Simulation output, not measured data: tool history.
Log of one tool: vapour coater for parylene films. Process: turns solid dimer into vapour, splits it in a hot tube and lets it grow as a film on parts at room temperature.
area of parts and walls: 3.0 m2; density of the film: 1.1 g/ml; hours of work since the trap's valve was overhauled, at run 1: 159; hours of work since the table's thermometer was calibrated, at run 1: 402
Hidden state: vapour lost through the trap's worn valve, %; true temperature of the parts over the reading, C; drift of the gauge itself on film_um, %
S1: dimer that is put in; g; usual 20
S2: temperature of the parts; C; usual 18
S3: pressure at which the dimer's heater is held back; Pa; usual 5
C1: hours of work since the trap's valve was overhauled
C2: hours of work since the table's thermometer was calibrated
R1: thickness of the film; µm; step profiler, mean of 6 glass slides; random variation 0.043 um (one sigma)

run	hour	S1	S2	S3	C1	C2	R1
1	0	20	18	5	159	402	4.17
2	18.7	20	18	3.84	170	413	4.34
3	37.2	20	18	3.84	180	423	4.29
4	45.3	20	18	3.84	185	428	4.21
5	59.1	20	18	3.84	193	436	4.23
6	74.4	26	18	5	202	445	5.3
7	84.9	26	18	5	208	451	5.38
8	101.5	26	18	5	218	461	5.26
9	109.8	26	18	5	222	465	5.25
10	122.3	26	18	5	230	473	5.3
# hour 127.2: trap's valve overhauled
11	135.1	26	18	5	5	478	6.23
12	149.1	26	18	5	13	486	6.17
13	159.6	20	20	5	19	492	4.48
14	173.8	20	20	5	27	500	4.58
15	182.2	20	15	5	32	505	4.9
16	196.6	20	18	5	40	513	4.69
17	209.5	20	18	5	48	521	4.64
18	225.5	20	18	5	57	530	4.59
19	244.1	20	18	5	68	541	4.66
20	258	20	18	5	76	549	4.51
21	275.7	8	18	5	86	559	1.81
22	288.4	8	18	5	93	566	1.79
23	300.8	8	18	5	101	574	1.76
24	314.3	20	18	5	108	581	4.49
25	324	34	24	3.05	114	587	7.16
26	332.2	34	24	3.05	119	592	7.19
27	350.5	34	24	3.05	129	602	7.15
28	362.4	9	26	2.51	136	609	1.87
29	374.6	11	27	2.57	143	616	2.24
30	389.8	11	27	2.57	152	625	2.18
31	401	13	30	6.48	159	632	2.32
32	419.4	9	25	6.36	169	642	1.63
33	437.5	31	22	7.25	180	653	5.88
34	456	8	27	5	190	664	1.44
35	466.9	11	14	5	197	670	2.44
36	476.4	11	14	5	202	675	2.38
37	492.4	11	14	5	212	685	2.44
38	508.7	11	14	10.66	221	694	2.21
39	522.3	15	13	7.77	229	702	3.15

The next listed run, before its measurement:
# hour 528: trap's valve overhauled
40	536.4	15	13	7.77	5	708	?

{"run 40": {"R1": 3.6}}
Without the tool's hidden state the same run would have given R1 3.61 µm.
